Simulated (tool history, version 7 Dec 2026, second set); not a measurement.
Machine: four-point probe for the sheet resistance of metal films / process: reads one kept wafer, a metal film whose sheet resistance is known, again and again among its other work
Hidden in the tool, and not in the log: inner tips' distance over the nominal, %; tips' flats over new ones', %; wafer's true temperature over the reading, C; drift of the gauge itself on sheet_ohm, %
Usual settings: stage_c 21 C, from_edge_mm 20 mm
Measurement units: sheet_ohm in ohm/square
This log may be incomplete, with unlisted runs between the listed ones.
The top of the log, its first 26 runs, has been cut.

run,hour,stage_c,from_edge_mm,touches since the probe head was changed,hours of work since the stage's thermometer was calibrated,sheet_ohm
27,2288.4,21,9,6395,1407,0.138423
28,2373.7,21,9,10124,1453,0.138545
# hour 2379.4: stage's thermometer calibrated
29,2469.9,21,38,14305,49,0.138325
30,2552.9,19,3,17930,93,0.14182
31,2663.7,25,11,22772,153,0.138324
32,2770.8,27,16,27450,211,0.138051
# hour 2788.7: stage's thermometer calibrated, once more
33,2827.4,30,17,29902,21,0.13753
34,2911.4,34,9,33574,66,0.137494
35,2978.5,29,63,36507,102,0.137573
36,3076.9,20,5,40803,155,0.139689
37,3187.2,20,21,45622,215,0.138647
38,3290.6,21,41,50143,270,0.138568
39,3413.3,21,41,55504,337,0.138592
40,3521.2,26,14,60217,395,0.138376

For run 41, what comes out?
41,3608,32,6,64011,442,?

{"run 41": {"sheet_ohm": 0.138622}}
With no hidden state in the tool, this same run would have given sheet_ohm 0.137666 ohm/square.
